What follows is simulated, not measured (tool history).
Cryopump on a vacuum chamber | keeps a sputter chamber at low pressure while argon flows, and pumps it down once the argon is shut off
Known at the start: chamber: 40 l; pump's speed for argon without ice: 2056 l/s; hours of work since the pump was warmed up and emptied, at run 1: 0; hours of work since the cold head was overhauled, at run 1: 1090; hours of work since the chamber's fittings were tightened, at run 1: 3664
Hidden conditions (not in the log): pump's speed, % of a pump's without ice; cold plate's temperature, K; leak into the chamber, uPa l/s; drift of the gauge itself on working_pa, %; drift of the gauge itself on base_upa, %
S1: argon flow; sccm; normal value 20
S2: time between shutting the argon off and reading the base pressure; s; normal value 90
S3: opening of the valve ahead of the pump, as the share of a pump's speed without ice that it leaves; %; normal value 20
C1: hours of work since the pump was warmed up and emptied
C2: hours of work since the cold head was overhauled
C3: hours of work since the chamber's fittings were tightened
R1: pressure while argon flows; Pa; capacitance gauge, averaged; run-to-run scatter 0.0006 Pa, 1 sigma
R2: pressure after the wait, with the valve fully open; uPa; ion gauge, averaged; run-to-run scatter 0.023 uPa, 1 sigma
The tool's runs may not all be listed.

Run 1, hour 0.0: usual settings; C1 0; C2 1090; C3 3664. Result: R1 0.0821 Pa, R2 1.89 uPa.
Run 2, hour 42.8: usual settings; C1 28; C2 1118; C3 3691. Result: R1 0.0827 Pa, R2 1.91 uPa.
Run 3, hour 88.2: usual settings but S3 30 %; C1 57; C2 1147; C3 3721. Result: R1 0.0546 Pa, R2 1.88 uPa.
Run 4, hour 133.7: usual settings but S1 11 sccm; C1 87; C2 1177; C3 3750. Result: R1 0.0449 Pa, R2 1.92 uPa.
Run 5, hour 173.1: usual settings but S1 11 sccm; C1 112; C2 1202; C3 3776. Result: R1 0.0455 Pa, R2 1.90 uPa.
Run 6, hour 214.1: usual settings but S1 11 sccm; C1 139; C2 1229; C3 3802. Result: R1 0.0453 Pa, R2 1.94 uPa.
Run 7, hour 272.1: usual settings; C1 177; C2 1267; C3 3840. Result: R1 0.0822 Pa, R2 1.94 uPa.
Run 8, hour 351.6: usual settings; C1 228; C2 1318; C3 3892. Result: R1 0.0831 Pa, R2 1.93 uPa.
Run 9, hour 407.6: usual settings; C1 265; C2 1355; C3 3928. Result: R1 0.0833 Pa, R2 2.03 uPa.
At hour 420.7: leaking fittings of the chamber tightened, without venting.
Run 10, hour 496.6: usual settings; C1 321; C2 1411; C3 49. Result: R1 0.0829 Pa, R2 0.83 uPa.
Run 11, hour 573.0: usual settings; C1 371; C2 1461; C3 99. Result: R1 0.0841 Pa, R2 0.82 uPa.
Run 12, hour 652.8: usual settings but S1 19 sccm, S2 210 s, S3 28 %; C1 422; C2 1513; C3 151. Result: R1 0.0572 Pa, R2 0.49 uPa.
Run 13, hour 729.2: usual settings but S1 13 sccm, S2 74 s, S3 23 %; C1 472; C2 1562; C3 200. Result: R1 0.0485 Pa, R2 1.03 uPa.
Run 14, hour 793.6: usual settings but S1 13 sccm, S2 116 s, S3 44 %; C1 514; C2 1604; C3 242. Result: R1 0.0263 Pa, R2 0.72 uPa.
Run 15, hour 840.8: usual settings but S3 15 %; C1 544; C2 1635; C3 273. Result: R1 0.1127 Pa, R2 0.95 uPa.
Run 16, hour 927.5: usual settings but S1 8 sccm, S2 266 s, S3 37 %; C1 601; C2 1691; C3 329. Result: R1 0.0187 Pa, R2 0.53 uPa.
Run 17, hour 989.2: usual settings but S1 8 sccm, S2 266 s, S3 37 %; C1 641; C2 1731; C3 369. Result: R1 0.0189 Pa, R2 0.55 uPa.
Run 18, hour 1071.3: usual settings but S1 8 sccm, S2 266 s, S3 37 %; C1 694; C2 1784; C3 422. Result: R1 0.0185 Pa, R2 0.50 uPa.
Run 19, hour 1143.1: usual settings but S2 27 s, S3 55 %; C1 741; C2 1831; C3 469. Result: R1 0.0340 Pa, R2 2.42 uPa.
Run 20, hour 1195.9: usual settings but S2 25 s, S3 55 %; C1 775; C2 1865; C3 503. Result: R1 0.0321 Pa, R2 2.55 uPa.
Run 21, hour 1253.0: usual settings but S2 25 s, S3 55 %; C1 812; C2 1902; C3 540. Result: R1 0.0332 Pa, R2 2.62 uPa.
Run 22, hour 1337.7: usual settings but S2 25 s, S3 55 %; C1 867; C2 1957; C3 595. Result: R1 0.0338 Pa, R2 2.72 uPa.

What if the next run were any one of these 3? Each begins from the tool's condition after run 22:
Run A, hour 1375.4: usual settings but S1 26 sccm, S2 46 s, S3 59 %; C1 891; C2 1981; C3 620. Result: R1 ?, R2 ?.
Run B, hour 1375.4: usual settings but S1 22 sccm, S2 237 s, S3 59 %; C1 891; C2 1981; C3 620. Result: R1 ?, R2 ?.
Run C, hour 1375.4: usual settings but S1 10 sccm, S2 25 s, S3 55 %; C1 891; C2 1981; C3 620. Result: R1 ?, R2 ?.

run      R1    R2
  A  0.0397  1.58
  B  0.0345  0.63
  C  0.0166  2.61
Stripped of hidden state, with their random variation kept, the same runs would have yielded:
run      R1    R2
  A  0.0351  1.30
  B  0.0306  0.35
  C  0.0149  2.33
